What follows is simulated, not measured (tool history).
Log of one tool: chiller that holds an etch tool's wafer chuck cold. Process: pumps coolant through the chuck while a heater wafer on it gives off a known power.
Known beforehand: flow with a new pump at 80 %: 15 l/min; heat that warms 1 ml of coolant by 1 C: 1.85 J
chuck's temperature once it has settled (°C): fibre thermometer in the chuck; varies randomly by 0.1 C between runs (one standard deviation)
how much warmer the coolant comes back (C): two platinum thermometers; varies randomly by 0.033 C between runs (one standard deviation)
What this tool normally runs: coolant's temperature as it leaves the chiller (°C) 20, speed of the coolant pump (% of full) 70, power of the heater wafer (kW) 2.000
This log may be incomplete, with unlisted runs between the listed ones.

run    hour  coolant's temperature as it leaves the chiller (°C)  speed of the coolant pump (% of full)  power of the heater wafer (kW)  chuck's temperature once it has settled (°C)  how much warmer the coolant comes back (C)
  1     0.0                                                   20                                     70                           2.000                                          41.9                                        4.97
  2   213.0                                                   20                                     70                           2.000                                          42.1                                        4.95
  3   387.6                                                   20                                     70                           2.000                                          41.9                                        4.95
  4   545.5                                                   20                                     70                           2.000                                          42.1                                        4.89
  5   709.7                                                   20                                     70                           2.000                                          41.9                                        4.96
      863.2  -- chiller's thermometer calibrated
  6   871.0                                                   20                                     77                           2.000                                          40.8                                        4.57
  7  1028.4                                                   20                                     77                           2.000                                          40.7                                        4.50
  8  1189.9                                                   20                                     77                           2.000                                          40.6                                        4.51
  9  1373.3                                                   20                                     70                           2.000                                          42.0                                        4.97
 10  1598.4                                                   20                                     70                           2.000                                          42.2                                        4.95
 11  1815.0                                                   20                                     70                           2.000                                          42.1                                        4.97
 12  1911.8                                                   20                                     70                           2.000                                          41.9                                        4.98
 13  2035.4                                                   20                                     70                           2.000                                          42.0                                        4.99
 14  2193.5                                                   20                                     70                           2.000                                          42.0                                        4.99
 15  2393.1                                                   20                                     70                           2.000                                          42.2                                        4.99
 16  2516.5                                                   20                                     70                           2.000                                          42.0                                        4.92
 17  2648.3                                                   20                                     70                           2.000                                          41.8                                        4.96
 18  2825.8                                                   20                                     70                           2.000                                          41.9                                        4.99
 19  2968.7                                                   20                                     70                           2.000                                          42.0                                        4.97
 20  3067.3                                                   14                                     80                           1.696                                          31.1                                        3.65
 21  3203.3                                                   25                                     67                           2.427                                          52.3                                        6.30
 22  3410.6                                                   11                                     86                           2.427                                          34.3                                        4.91
     3461.9  -- coolant changed, channels flushed
 23  3550.7                                                   20                                    100                           2.000                                          37.4                                        3.50
 24  3697.0                                                   20                                    100                           2.000                                          37.3                                        3.44
 25  3812.9                                                   29                                     70                           2.378                                          55.2                                        6.00
 26  3941.9                                                   11                                     68                           1.233                                          24.8                                        3.19
 27  4172.8                                                   11                                     68                           1.233                                          24.7                                        3.17
 28  4402.3                                                   19                                     68                           2.381                                          45.6                                        6.10
 29  4559.6                                                   11                                     62                           1.324                                          26.7                                        3.73

Forecast run 30:
 30  4785.9                                                   28                                     70                           1.040                                             ?                                           ?

Run 30 yielded chuck's temperature once it has settled (°C) 39.4, how much warmer the coolant comes back (C) 2.61.
If the tool had no hidden condition, the same run with the same run-to-run variation would have returned chuck's temperature once it has settled (°C) 39.4, how much warmer the coolant comes back (C) 2.60.
